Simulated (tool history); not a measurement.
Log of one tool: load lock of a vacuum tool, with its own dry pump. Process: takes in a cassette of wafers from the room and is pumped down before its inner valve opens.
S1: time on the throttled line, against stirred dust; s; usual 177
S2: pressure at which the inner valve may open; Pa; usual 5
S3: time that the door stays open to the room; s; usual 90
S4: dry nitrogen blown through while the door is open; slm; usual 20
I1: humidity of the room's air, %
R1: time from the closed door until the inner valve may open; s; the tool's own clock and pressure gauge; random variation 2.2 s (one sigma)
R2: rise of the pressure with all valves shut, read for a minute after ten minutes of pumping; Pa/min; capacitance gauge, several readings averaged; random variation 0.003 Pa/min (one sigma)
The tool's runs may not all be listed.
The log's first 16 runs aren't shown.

Run 17, hour 4901.2: usual settings but S2 6 Pa; I1 47.6. Result: R1 359.4 s, R2 0.468 Pa/min.
Run 18, hour 5173.7: usual settings but S4 5 slm; I1 48.5. Result: R1 360.6 s, R2 0.493 Pa/min.
Run 19, hour 5581.6: usual settings but S1 250 s; I1 40.5. Result: R1 422.0 s, R2 0.478 Pa/min.
Run 20, hour 6056.6: usual settings but S1 250 s; I1 42.2. Result: R1 421.5 s, R2 0.497 Pa/min.
Run 21, hour 6318.8: usual settings but S1 250 s, S2 10 Pa; I1 44.4. Result: R1 404.4 s, R2 0.505 Pa/min.
Run 22, hour 6707.9: usual settings but S1 250 s, S2 10 Pa; I1 47.4. Result: R1 402.4 s, R2 0.519 Pa/min.
Run 23, hour 7080.6: usual settings but S1 250 s, S2 10 Pa, S4 8 slm; I1 45.8. Result: R1 405.8 s, R2 0.536 Pa/min.
Run 24, hour 7327.0: usual settings but S1 250 s, S2 10 Pa, S3 32 s, S4 31 slm; I1 46.5. Result: R1 406.5 s, R2 0.536 Pa/min.
Run 25, hour 7626.2: usual settings but S1 209 s, S2 10 Pa, S3 82 s, S4 10 slm; I1 44.5. Result: R1 376.6 s, R2 0.568 Pa/min.
Run 26, hour 7910.8: usual settings but S1 270 s, S2 6 Pa, S3 219 s; I1 45.4. Result: R1 435.2 s, R2 0.556 Pa/min.
Run 27, hour 8325.4: usual settings but S1 213 s, S2 6 Pa, S3 219 s; I1 44.6. Result: R1 392.9 s, R2 0.579 Pa/min.
Run 28, hour 8578.2: usual settings but S1 213 s, S2 6 Pa, S3 219 s; I1 44.4. Result: R1 394.2 s, R2 0.589 Pa/min.
Run 29, hour 8988.3: usual settings but S1 213 s, S2 6 Pa, S3 219 s; I1 42.2. Result: R1 392.1 s, R2 0.604 Pa/min.
Run 30, hour 9214.9: usual settings but S1 213 s, S2 6 Pa, S3 219 s; I1 46.8. Result: R1 390.3 s, R2 0.600 Pa/min.
Run 31, hour 9651.7: usual settings but S1 136 s, S3 57 s, S4 32 slm; I1 45.0. Result: R1 347.6 s, R2 0.615 Pa/min.

Forecast each of these 3 alternatives for the next run:
Run A, hour 9910.0: usual settings but S1 134 s, S2 8 Pa, S3 57 s, S4 32 slm; I1 45.0. Result: R1 ?, R2 ?.
Run B, hour 9910.0: usual settings but S1 200 s, S3 57 s, S4 8 slm; I1 46.6. Result: R1 ?, R2 ?.
Run C, hour 9910.0: usual settings but S3 69 s, S4 38 slm; I1 45.8. Result: R1 ?, R2 ?.

run     R1     R2
  A  331.6  0.619
  B  391.1  0.627
  C  375.7  0.620
Without the tool's hidden state the same runs would have given:
run     R1     R2
  A  313.2  0.012
  B  372.7  0.024
  C  356.3  0.016
